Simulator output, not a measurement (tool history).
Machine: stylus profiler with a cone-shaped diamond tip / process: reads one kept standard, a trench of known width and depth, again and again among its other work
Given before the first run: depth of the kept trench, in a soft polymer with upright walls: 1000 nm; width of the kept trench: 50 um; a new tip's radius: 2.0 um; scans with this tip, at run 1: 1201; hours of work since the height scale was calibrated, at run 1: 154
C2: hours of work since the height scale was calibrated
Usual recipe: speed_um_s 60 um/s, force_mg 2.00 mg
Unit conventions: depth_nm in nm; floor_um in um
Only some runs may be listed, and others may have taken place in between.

{"run": 1, "day": 0.0, "speed_um_s": 60, "force_mg": 2.0, "scans with this tip": 1201, "C2": 154, "depth_nm": 1009.22, "floor_um": 46.32}
{"run": 2, "day": 5.812, "speed_um_s": 60, "force_mg": 2.0, "scans with this tip": 1889, "C2": 242, "depth_nm": 1009.61, "floor_um": 46.35}
{"run": 3, "day": 9.762, "speed_um_s": 32, "force_mg": 2.0, "scans with this tip": 2357, "C2": 302, "depth_nm": 1009.64, "floor_um": 46.41}
{"run": 4, "day": 15.621, "speed_um_s": 32, "force_mg": 2.0, "scans with this tip": 3051, "C2": 391, "depth_nm": 1009.68, "floor_um": 46.39}
{"run": 5, "day": 20.938, "speed_um_s": 60, "force_mg": 2.0, "scans with this tip": 3680, "C2": 472, "depth_nm": 1009.61, "floor_um": 46.33}
{"run": 6, "day": 23.867, "speed_um_s": 60, "force_mg": 2.0, "scans with this tip": 4027, "C2": 516, "depth_nm": 1009.44, "floor_um": 46.39}
{"run": 7, "day": 29.038, "speed_um_s": 60, "force_mg": 1.22, "scans with this tip": 4639, "C2": 595, "depth_nm": 1007.01, "floor_um": 46.33}
{"run": 8, "day": 32.438, "speed_um_s": 60, "force_mg": 1.22, "scans with this tip": 5042, "C2": 646, "depth_nm": 1006.63, "floor_um": 46.32}
{"run": 9, "day": 38.054, "speed_um_s": 60, "force_mg": 3.68, "scans with this tip": 5707, "C2": 731, "depth_nm": 1014.18, "floor_um": 46.43}
{"run": 10, "day": 43.317, "speed_um_s": 60, "force_mg": 3.68, "scans with this tip": 6330, "C2": 811, "depth_nm": 1014.24, "floor_um": 46.41}
{"run": 11, "day": 46.467, "speed_um_s": 60, "force_mg": 2.0, "scans with this tip": 6703, "C2": 859, "depth_nm": 1009.06, "floor_um": 46.38}
{"run": 12, "day": 51.896, "speed_um_s": 60, "force_mg": 2.0, "scans with this tip": 7346, "C2": 941, "depth_nm": 1009.57, "floor_um": 46.32}
{"run": 13, "day": 55.854, "speed_um_s": 60, "force_mg": 2.0, "scans with this tip": 7815, "C2": 1001, "depth_nm": 1009.69, "floor_um": 46.35}
{"run": 14, "day": 61.683, "speed_um_s": 60, "force_mg": 1.03, "scans with this tip": 8505, "C2": 1090, "depth_nm": 1006.3, "floor_um": 46.26}
{"run": 15, "day": 65.592, "speed_um_s": 16, "force_mg": 1.03, "scans with this tip": 8968, "C2": 1149, "depth_nm": 1006.17, "floor_um": 46.51}
{"run": 16, "day": 68.917, "speed_um_s": 16, "force_mg": 1.03, "scans with this tip": 9362, "C2": 1200, "depth_nm": 1006.06, "floor_um": 46.47}
{"day": 70.588, "done": "height scale calibrated on a step standard"}
{"run": 17, "day": 72.375, "speed_um_s": 16, "force_mg": 1.03, "scans with this tip": 9769, "C2": 27, "depth_nm": 1005.96, "floor_um": 46.47}
{"run": 18, "day": 75.342, "speed_um_s": 60, "force_mg": 2.0, "scans with this tip": 10120, "C2": 72, "depth_nm": 1009.5, "floor_um": 46.37}
{"run": 19, "day": 77.958, "speed_um_s": 60, "force_mg": 2.02, "scans with this tip": 10430, "C2": 112, "depth_nm": 1009.28, "floor_um": 46.37}
{"run": 20, "day": 82.142, "speed_um_s": 60, "force_mg": 2.0, "scans with this tip": 10925, "C2": 175, "depth_nm": 1009.53, "floor_um": 46.36}
{"run": 21, "day": 87.983, "speed_um_s": 27, "force_mg": 2.99, "scans with this tip": 11617, "C2": 264, "depth_nm": 1012.8, "floor_um": 46.44}
{"run": 22, "day": 91.421, "speed_um_s": 85, "force_mg": 3.25, "scans with this tip": 12024, "C2": 316, "depth_nm": 1013.38, "floor_um": 46.31}
{"run": 23, "day": 94.854, "speed_um_s": 234, "force_mg": 5.17, "scans with this tip": 12431, "C2": 368, "depth_nm": 1017.99, "floor_um": 46.01}
{"run": 24, "day": 98.762, "speed_um_s": 58, "force_mg": 3.15, "scans with this tip": 12893, "C2": 428, "depth_nm": 1012.98, "floor_um": 46.43}
{"run": 25, "day": 103.054, "speed_um_s": 58, "force_mg": 3.15, "scans with this tip": 13402, "C2": 493, "depth_nm": 1013.1, "floor_um": 46.42}
{"run": 26, "day": 105.892, "speed_um_s": 58, "force_mg": 3.15, "scans with this tip": 13738, "C2": 536, "depth_nm": 1012.92, "floor_um": 46.38}
{"run": 27, "day": 110.196, "speed_um_s": 46, "force_mg": 2.0, "scans with this tip": 14248, "C2": 601, "depth_nm": 1009.27, "floor_um": 46.34}
{"run": 28, "day": 113.646, "speed_um_s": 169, "force_mg": 1.77, "scans with this tip": 14656, "C2": 653, "depth_nm": 1009.03, "floor_um": 45.94}
{"run": 29, "day": 116.642, "speed_um_s": 123, "force_mg": 0.71, "scans with this tip": 15011, "C2": 699, "depth_nm": 1004.97, "floor_um": 45.82}
{"run": 30, "day": 121.512, "speed_um_s": 18, "force_mg": 3.38, "scans with this tip": 15587, "C2": 773, "depth_nm": 1013.63, "floor_um": 46.49}
{"run": 31, "day": 125.221, "speed_um_s": 222, "force_mg": 1.36, "scans with this tip": 16027, "C2": 829, "depth_nm": 1007.41, "floor_um": 45.73}
{"run": 32, "day": 127.8, "speed_um_s": 222, "force_mg": 1.36, "scans with this tip": 16332, "C2": 868, "depth_nm": 1007.31, "floor_um": 45.68}
{"run": 33, "day": 133.746, "speed_um_s": 222, "force_mg": 1.36, "scans with this tip": 17036, "C2": 958, "depth_nm": 1007.7, "floor_um": 45.66}
{"run": 34, "day": 138.967, "speed_um_s": 28, "force_mg": 4.34, "scans with this tip": 17655, "C2": 1038, "depth_nm": 1015.83, "floor_um": 46.43}
{"run": 35, "day": 143.167, "speed_um_s": 97, "force_mg": 2.23, "scans with this tip": 18152, "C2": 1101, "depth_nm": 1010.24, "floor_um": 46.27}
{"day": 145.579, "done": "new tip fitted, height scale calibrated"}
{"run": 36, "day": 147.429, "speed_um_s": 60, "force_mg": 1.66, "scans with this tip": 219, "C2": 28, "depth_nm": 1008.47, "floor_um": 46.35}
{"run": 37, "day": 150.454, "speed_um_s": 37, "force_mg": 2.06, "scans with this tip": 577, "C2": 74, "depth_nm": 1009.8, "floor_um": 46.43}
{"run": 38, "day": 156.462, "speed_um_s": 24, "force_mg": 1.01, "scans with this tip": 1288, "C2": 165, "depth_nm": 1005.69, "floor_um": 46.44}
{"run": 39, "day": 162.396, "speed_um_s": 137, "force_mg": 1.4, "scans with this tip": 1991, "C2": 255, "depth_nm": 1007.49, "floor_um": 46.0}

Had the tool no unlogged condition, and each run kept its random variation, what would the results have been?
The hidden state here: radius of the tip, um; height scale over the true one, %; drift of the gauge itself on depth_nm, %; drift of the gauge itself on floor_um, %.
run=1 floor_um=46.32
run=2 floor_um=46.35
run=3 floor_um=46.41
run=4 floor_um=46.39
run=5 floor_um=46.33
run=6 floor_um=46.40
run=7 floor_um=46.34
run=8 floor_um=46.32
run=9 floor_um=46.44
run=10 floor_um=46.42
run=11 floor_um=46.39
run=12 floor_um=46.33
run=13 floor_um=46.36
run=14 floor_um=46.28
run=15 floor_um=46.52
run=16 floor_um=46.49
run=17 floor_um=46.49
run=18 floor_um=46.38
run=19 floor_um=46.39
run=20 floor_um=46.38
run=21 floor_um=46.46
run=22 floor_um=46.33
run=23 floor_um=46.03
run=24 floor_um=46.45
run=25 floor_um=46.44
run=26 floor_um=46.40
run=27 floor_um=46.37
run=28 floor_um=45.97
run=29 floor_um=45.84
run=30 floor_um=46.52
run=31 floor_um=45.76
run=32 floor_um=45.71
run=33 floor_um=45.69
run=34 floor_um=46.46
run=35 floor_um=46.30
run=36 floor_um=46.35
run=37 floor_um=46.43
run=38 floor_um=46.45
run=39 floor_um=46.01
depth_nm: at most 0.03 nm away from the measurement, every run.
